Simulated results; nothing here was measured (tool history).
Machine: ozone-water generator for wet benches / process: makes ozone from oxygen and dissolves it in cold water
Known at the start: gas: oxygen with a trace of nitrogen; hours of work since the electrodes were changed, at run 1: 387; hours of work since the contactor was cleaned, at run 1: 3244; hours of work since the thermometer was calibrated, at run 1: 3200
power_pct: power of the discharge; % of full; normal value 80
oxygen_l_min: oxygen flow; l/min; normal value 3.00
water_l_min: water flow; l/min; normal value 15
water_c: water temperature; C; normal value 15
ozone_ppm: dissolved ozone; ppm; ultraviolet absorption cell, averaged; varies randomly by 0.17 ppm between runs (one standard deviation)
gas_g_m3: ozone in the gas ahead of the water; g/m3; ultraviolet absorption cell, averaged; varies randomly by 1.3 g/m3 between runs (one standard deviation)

| run | hour | power_pct | oxygen_l_min | water_l_min | water_c | hours of work since the electrodes were changed | hours of work since the contactor was cleaned | hours of work since the thermometer was calibrated | ozone_ppm | gas_g_m3 |
|---|---|---|---|---|---|---|---|---|---|---|
| 1 | 0.0 | 80 | 3.00 | 15 | 15 | 387 | 3244 | 3200 | 21.9 | 229.2 |
| 2 | 27.0 | 80 | 3.00 | 15 | 15 | 413 | 3270 | 3226 | 21.8 | 229.8 |
| 3 | 41.7 | 80 | 3.00 | 15 | 15 | 427 | 3285 | 3240 | 22.1 | 232.1 |
| 4 | 67.2 | 80 | 3.00 | 15 | 15 | 452 | 3309 | 3265 | 21.9 | 229.7 |
| 5 | 84.5 | 80 | 3.00 | 15 | 15 | 469 | 3326 | 3282 | 21.9 | 229.9 |
| 6 | 105.1 | 91 | 3.00 | 15 | 15 | 488 | 3346 | 3302 | 24.6 | 258.0 |
| 7 | 137.2 | 91 | 3.00 | 15 | 15 | 520 | 3377 | 3333 | 24.4 | 257.7 |
| 8 | 155.0 | 53 | 3.00 | 15 | 15 | 537 | 3395 | 3350 | 15.5 | 162.8 |
| 9 | 176.8 | 48 | 3.00 | 15 | 15 | 558 | 3416 | 3371 | 14.4 | 149.8 |
|  | 183.9 | water thermometer calibrated |
| 10 | 211.6 | 48 | 3.00 | 15 | 15 | 591 | 3449 | 27 | 14.5 | 149.4 |
| 11 | 232.6 | 48 | 3.00 | 15 | 15 | 612 | 3469 | 47 | 14.3 | 150.6 |
| 12 | 249.9 | 66 | 3.00 | 15 | 15 | 629 | 3486 | 64 | 18.8 | 196.1 |
| 13 | 263.9 | 66 | 3.00 | 15 | 15 | 642 | 3500 | 78 | 18.3 | 195.7 |
| 14 | 296.6 | 66 | 3.00 | 15 | 15 | 674 | 3532 | 109 | 18.4 | 197.1 |
| 15 | 326.4 | 80 | 2.19 | 15 | 15 | 703 | 3560 | 138 | 19.6 | 257.0 |
| 16 | 359.4 | 80 | 2.19 | 15 | 15 | 735 | 3592 | 170 | 19.5 | 256.3 |
| 17 | 373.8 | 86 | 4.63 | 17 | 15 | 749 | 3606 | 184 | 23.5 | 211.0 |
| 18 | 399.4 | 100 | 3.90 | 14 | 9 | 774 | 3631 | 209 | 32.5 | 253.0 |
| 19 | 413.2 | 86 | 3.90 | 14 | 22 | 787 | 3645 | 223 | 23.5 | 224.7 |
| 20 | 431.5 | 45 | 4.21 | 13 | 9 | 805 | 3663 | 240 | 17.8 | 126.6 |
| 21 | 448.0 | 51 | 2.20 | 13 | 12 | 821 | 3678 | 256 | 15.8 | 172.9 |
| 22 | 464.0 | 57 | 2.85 | 15 | 15 | 836 | 3694 | 272 | 16.3 | 176.5 |
| 23 | 480.5 | 57 | 2.85 | 15 | 15 | 852 | 3710 | 288 | 16.2 | 175.4 |
| 24 | 501.7 | 57 | 2.85 | 15 | 15 | 873 | 3731 | 308 | 16.1 | 176.0 |
| 25 | 521.8 | 83 | 2.76 | 15 | 15 | 892 | 3750 | 328 | 22.1 | 242.8 |
| 26 | 555.2 | 83 | 2.76 | 15 | 15 | 925 | 3783 | 360 | 22.2 | 241.5 |
| 27 | 573.6 | 68 | 4.90 | 14 | 11 | 943 | 3800 | 378 | 24.0 | 167.8 |
| 28 | 606.8 | 68 | 4.90 | 14 | 11 | 975 | 3833 | 410 | 23.8 | 167.6 |
| 29 | 639.2 | 80 | 1.78 | 24 | 15 | 1006 | 3864 | 442 | 11.3 | 273.2 |
| 30 | 661.3 | 67 | 1.78 | 19 | 15 | 1028 | 3886 | 463 | 12.2 | 235.5 |
| 31 | 692.8 | 67 | 1.78 | 19 | 15 | 1058 | 3916 | 494 | 12.4 | 232.8 |
| 32 | 725.0 | 65 | 1.89 | 9 | 21 | 1090 | 3947 | 525 | 22.5 | 224.0 |

Some steps in ozone_ppm between neighbouring runs. How much of each would the tool show without its hidden state too (settings, what came in, random variation), and how much is left for the hidden state, with any gauge scatter that isn't in both results?
The hidden state here: yield of the discharge, % of new electrodes'; contactor's efficiency, % of a clean one's; true water temperature over the reading, C; drift of the gauge itself on ozone_ppm, %; drift of the gauge itself on gas_g_m3, %.
Run 7 -> 8: power_pct 91 -> 53. ozone_ppm -8.9 ppm: hidden state +0.3, all else -9.2.
Run 17 -> 18: power_pct 86 -> 100, oxygen_l_min 4.63 -> 3.90, water_l_min 17 -> 14, water_c 15 -> 9. ozone_ppm +9.0 ppm: hidden state -0.3, all else +9.3.
Run 28 -> 29: power_pct 68 -> 80, oxygen_l_min 4.90 -> 1.78, water_l_min 14 -> 24, water_c 11 -> 15. ozone_ppm -12.5 ppm: hidden state +0.5, all else -13.0.
Run 31 -> 32: power_pct 67 -> 65, oxygen_l_min 1.78 -> 1.89, water_l_min 19 -> 9, water_c 15 -> 21. ozone_ppm +10.1 ppm: hidden state -0.3, all else +10.4.
